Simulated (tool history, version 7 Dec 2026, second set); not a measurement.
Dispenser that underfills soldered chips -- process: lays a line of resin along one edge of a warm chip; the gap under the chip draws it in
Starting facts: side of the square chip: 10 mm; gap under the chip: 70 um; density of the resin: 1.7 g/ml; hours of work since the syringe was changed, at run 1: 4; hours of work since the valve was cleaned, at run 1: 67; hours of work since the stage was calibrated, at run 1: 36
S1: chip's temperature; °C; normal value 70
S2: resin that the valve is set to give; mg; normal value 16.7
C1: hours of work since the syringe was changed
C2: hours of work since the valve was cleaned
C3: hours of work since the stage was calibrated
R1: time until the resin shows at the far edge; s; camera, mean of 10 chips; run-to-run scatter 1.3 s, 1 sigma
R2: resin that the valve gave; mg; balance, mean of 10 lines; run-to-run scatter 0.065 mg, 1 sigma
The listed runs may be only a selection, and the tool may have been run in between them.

{"run": 1, "hour": 0.0, "S1": 70, "S2": 16.7, "C1": 4, "C2": 67, "C3": 36, "R1": 186.2, "R2": 15.72}
{"hour": 6.4, "done": "new syringe of resin"}
{"run": 2, "hour": 8.4, "S1": 70, "S2": 18.2, "C1": 2, "C2": 73, "C3": 43, "R1": 145.4, "R2": 17.07}
{"run": 3, "hour": 14.6, "S1": 70, "S2": 16.7, "C1": 7, "C2": 78, "C3": 48, "R1": 229.1, "R2": 15.52}
{"hour": 18.6, "done": "new syringe of resin"}
{"run": 4, "hour": 21.5, "S1": 70, "S2": 19.7, "C1": 2, "C2": 83, "C3": 53, "R1": 150.4, "R2": 18.29}
{"run": 5, "hour": 29.9, "S1": 70, "S2": 19.7, "C1": 9, "C2": 90, "C3": 60, "R1": 268.5, "R2": 18.11}
{"hour": 30.9, "done": "new syringe of resin"}
{"run": 6, "hour": 36.2, "S1": 79, "S2": 16.7, "C1": 4, "C2": 95, "C3": 64, "R1": 121.0, "R2": 15.32}
{"hour": 42.7, "done": "dispensing valve cleaned and set on the balance"}
{"hour": 43.9, "done": "new syringe of resin"}
{"run": 7, "hour": 47.1, "S1": 79, "S2": 16.7, "C1": 3, "C2": 3, "C3": 72, "R1": 101.6, "R2": 16.68}
{"run": 8, "hour": 54.4, "S1": 67, "S2": 16.7, "C1": 8, "C2": 9, "C3": 78, "R1": 300.3, "R2": 16.64}
{"hour": 56.0, "done": "new syringe of resin"}
{"run": 9, "hour": 59.7, "S1": 70, "S2": 16.7, "C1": 3, "C2": 13, "C3": 82, "R1": 167.9, "R2": 16.45}
{"hour": 68.2, "done": "new syringe of resin"}
{"run": 10, "hour": 68.2, "S1": 70, "S2": 16.7, "C1": 0, "C2": 20, "C3": 88, "R1": 125.4, "R2": 16.5}
{"run": 11, "hour": 78.2, "S1": 61, "S2": 16.7, "C1": 8, "C2": 27, "C3": 96, "R1": 398.5, "R2": 16.26}
{"hour": 80.5, "done": "new syringe of resin"}
{"run": 12, "hour": 88.7, "S1": 61, "S2": 16.7, "C1": 7, "C2": 36, "C3": 104, "R1": 353.1, "R2": 16.19}
{"hour": 92.4, "done": "new syringe of resin"}
{"run": 13, "hour": 95.6, "S1": 70, "S2": 16.7, "C1": 3, "C2": 41, "C3": 110, "R1": 161.3, "R2": 15.95}
{"run": 14, "hour": 102.4, "S1": 70, "S2": 20.1, "C1": 8, "C2": 46, "C3": 115, "R1": 255.4, "R2": 19.36}
{"hour": 104.7, "done": "new syringe of resin"}
{"run": 15, "hour": 112.9, "S1": 70, "S2": 20.1, "C1": 6, "C2": 54, "C3": 123, "R1": 218.9, "R2": 19.24}
{"hour": 116.7, "done": "new syringe of resin"}
{"run": 16, "hour": 121.2, "S1": 71, "S2": 16.7, "C1": 4, "C2": 61, "C3": 129, "R1": 173.0, "R2": 15.79}
{"run": 17, "hour": 128.3, "S1": 71, "S2": 16.7, "C1": 9, "C2": 66, "C3": 135, "R1": 284.1, "R2": 15.71}
{"hour": 129.2, "done": "new syringe of resin"}
{"run": 18, "hour": 135.1, "S1": 70, "S2": 18.9, "C1": 5, "C2": 72, "C3": 140, "R1": 195.4, "R2": 17.6}
{"run": 19, "hour": 139.8, "S1": 67, "S2": 16.4, "C1": 8, "C2": 75, "C3": 144, "R1": 318.2, "R2": 15.33}
{"hour": 141.5, "done": "new syringe of resin"}
{"run": 20, "hour": 146.0, "S1": 73, "S2": 14.5, "C1": 4, "C2": 80, "C3": 149, "R1": 165.2, "R2": 13.51}
{"hour": 154.1, "done": "new syringe of resin"}
{"run": 21, "hour": 154.6, "S1": 60, "S2": 14.5, "C1": 0, "C2": 87, "C3": 155, "R1": 251.6, "R2": 13.51}
{"run": 22, "hour": 159.5, "S1": 66, "S2": 15.2, "C1": 4, "C2": 91, "C3": 159, "R1": 245.7, "R2": 13.92}
{"hour": 166.6, "done": "new syringe of resin"}
{"run": 23, "hour": 168.0, "S1": 76, "S2": 14.8, "C1": 1, "C2": 97, "C3": 166, "R1": 115.6, "R2": 13.48}
{"hour": 171.2, "done": "dispensing valve cleaned and set on the balance"}
{"run": 24, "hour": 175.2, "S1": 76, "S2": 14.8, "C1": 6, "C2": 3, "C3": 171, "R1": 168.2, "R2": 14.77}
{"hour": 180.3, "done": "new syringe of resin"}
{"run": 25, "hour": 183.5, "S1": 76, "S2": 14.8, "C1": 3, "C2": 10, "C3": 177, "R1": 125.6, "R2": 14.57}
{"run": 26, "hour": 188.5, "S1": 76, "S2": 14.8, "C1": 7, "C2": 14, "C3": 181, "R1": 179.7, "R2": 14.74}
{"hour": 192.6, "done": "new syringe of resin"}
{"run": 27, "hour": 197.5, "S1": 76, "S2": 14.8, "C1": 4, "C2": 20, "C3": 188, "R1": 141.2, "R2": 14.59}
{"hour": 204.9, "done": "new syringe of resin"}
{"run": 28, "hour": 205.6, "S1": 76, "S2": 14.8, "C1": 1, "C2": 27, "C3": 194, "R1": 107.8, "R2": 14.55}
{"run": 29, "hour": 210.8, "S1": 76, "S2": 14.8, "C1": 5, "C2": 31, "C3": 198, "R1": 153.6, "R2": 14.4}
{"hour": 217.1, "done": "new syringe of resin"}
{"run": 30, "hour": 217.3, "S1": 76, "S2": 14.8, "C1": 0, "C2": 36, "C3": 203, "R1": 104.5, "R2": 14.35}
{"run": 31, "hour": 222.5, "S1": 76, "S2": 14.8, "C1": 4, "C2": 40, "C3": 207, "R1": 151.8, "R2": 14.32}
{"hour": 229.3, "done": "new syringe of resin"}
{"run": 32, "hour": 232.8, "S1": 58, "S2": 15.9, "C1": 3, "C2": 48, "C3": 215, "R1": 334.0, "R2": 15.16}
{"hour": 241.9, "done": "new syringe of resin"}
{"run": 33, "hour": 242.6, "S1": 66, "S2": 14.6, "C1": 1, "C2": 55, "C3": 223, "R1": 186.1, "R2": 13.97}
{"run": 34, "hour": 250.9, "S1": 80, "S2": 18.7, "C1": 7, "C2": 62, "C3": 229, "R1": 144.2, "R2": 17.74}
{"hour": 254.6, "done": "new syringe of resin"}
{"run": 35, "hour": 258.0, "S1": 80, "S2": 18.7, "C1": 3, "C2": 67, "C3": 235, "R1": 104.5, "R2": 17.55}

Alternative continuations, all from the tool just after run 35; predict every row:
{"hour": 267.0, "done": "new syringe of resin"}
{"run": "A", "hour": 267.0, "S1": 65, "S2": 16.8, "C1": 0, "C2": 74, "C3": 242, "R1": "?", "R2": "?"}
{"hour": 267.0, "done": "new syringe of resin"}
{"run": "B", "hour": 267.0, "S1": 70, "S2": 20.1, "C1": 0, "C2": 74, "C3": 242, "R1": "?", "R2": "?"}
{"hour": 267.0, "done": "new syringe of resin"}
{"run": "C", "hour": 267.0, "S1": 61, "S2": 15.3, "C1": 0, "C2": 74, "C3": 242, "R1": "?", "R2": "?"}
{"hour": 267.0, "done": "new syringe of resin"}
{"run": "D", "hour": 267.0, "S1": 57, "S2": 17.2, "C1": 0, "C2": 74, "C3": 242, "R1": "?", "R2": "?"}

run=A R1=176.6 R2=15.69
run=B R1=131.6 R2=18.81
run=C R1=226.5 R2=14.18
run=D R1=270.4 R2=15.94
With the hidden condition removed and each run's random variation left untouched, the same runs would have given:
run=A R1=162.0 R2=16.82
run=B R1=122.1 R2=20.17
run=C R1=205.8 R2=15.20
run=D R1=247.5 R2=17.09
